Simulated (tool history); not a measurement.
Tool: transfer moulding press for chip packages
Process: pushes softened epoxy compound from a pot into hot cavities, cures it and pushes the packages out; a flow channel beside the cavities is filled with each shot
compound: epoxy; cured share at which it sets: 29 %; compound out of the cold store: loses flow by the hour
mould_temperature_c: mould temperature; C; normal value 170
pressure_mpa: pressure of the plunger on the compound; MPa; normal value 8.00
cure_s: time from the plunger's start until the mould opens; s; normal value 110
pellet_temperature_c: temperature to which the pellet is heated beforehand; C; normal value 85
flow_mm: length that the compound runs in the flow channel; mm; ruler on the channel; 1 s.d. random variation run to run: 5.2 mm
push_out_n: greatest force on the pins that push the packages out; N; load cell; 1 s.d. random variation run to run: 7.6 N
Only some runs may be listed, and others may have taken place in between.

run	day	mould_temperature_c	pressure_mpa	cure_s	pellet_temperature_c	incoming compound's hours out of the cold store	flow_mm	push_out_n
1	0.000	170	8.00	110	85	20.8	890	500
2	0.871	170	8.00	110	85	29.1	844	565
# day 1.596: cavities cleaned with cleaning compound and waxed
3	1.729	170	8.00	110	77	30.1	834	371
4	2.542	170	8.00	110	77	29.7	836	442
5	3.717	166	8.00	110	85	24.9	881	644
6	4.479	166	8.00	110	85	43.4	774	624
# day 5.429: cavities cleaned with cleaning compound and waxed
7	5.462	170	8.00	110	87	28.5	828	328
8	6.088	170	8.00	110	87	36.6	789	409
9	7.038	170	8.00	110	85	35.8	783	462
10	7.925	170	8.00	110	85	32.0	794	510
11	9.108	170	8.00	110	85	45.3	728	563
# day 9.288: cavities cleaned with cleaning compound and waxed
12	10.379	170	9.58	110	85	37.0	837	430
13	11.288	170	8.00	110	85	23.6	835	524
14	12.621	170	8.00	110	85	36.4	750	565
# day 13.200: cavities cleaned with cleaning compound and waxed
15	13.725	170	8.00	110	85	15.6	869	380
# day 13.871: mould's thermocouples calibrated
16	15.067	170	8.00	110	95	39.2	748	498
# day 15.829: plunger's sealing rings changed
17	16.238	172	7.70	124	78	20.6	868	479
18	17.050	169	8.19	142	81	27.8	868	523
# day 17.242: cavities cleaned with cleaning compound and waxed
19	17.975	176	8.00	110	85	16.8	890	376
20	18.571	176	8.00	110	85	44.7	744	416
# day 19.404: mould's thermocouples calibrated, once more
21	19.783	176	8.00	110	85	46.4	716	473
22	20.492	176	7.03	102	94	10.0	871	501
# day 21.171: cavities cleaned with cleaning compound and waxed
23	21.333	170	6.72	110	93	46.9	671	337
24	22.704	164	6.72	118	79	18.3	838	536
25	23.675	170	8.52	110	85	42.1	774	494
26	24.925	170	8.52	110	85	15.2	917	555
# day 25.054: cavities cleaned with cleaning compound and waxed
27	26.196	167	8.00	107	85	17.2	887	472
28	26.971	167	8.00	107	88	46.9	726	527

Measured less the same run without the tool's hidden state. The same run-to-run variation is in both; the gauge's scatter may not be:
Hidden conditions of the tool in this case: true mould temperature over the reading, C; pressure that reaches the compound, % of what is set; grip of the stained cavities, % over clean ones'; drift of the gauge itself on flow_mm, %; drift of the gauge itself on push_out_n, %.
run	flow_mm	push_out_n
1	+0	+189
2	-3	+236
3	-7	+41
4	-9	+114
5	-14	+245
6	-14	+264
7	-19	+15
8	-20	+78
9	-23	+146
10	-27	+194
11	-28	+245
12	-37	+111
13	-41	+184
14	-41	+240
15	-52	+66
16	-47	+165
17	+4	+187
18	+2	+220
19	-3	+76
20	-4	+114
21	-13	+170
22	-18	+201
23	-16	+19
24	-26	+149
25	-27	+179
26	-37	+231
27	-40	+114
28	-35	+168
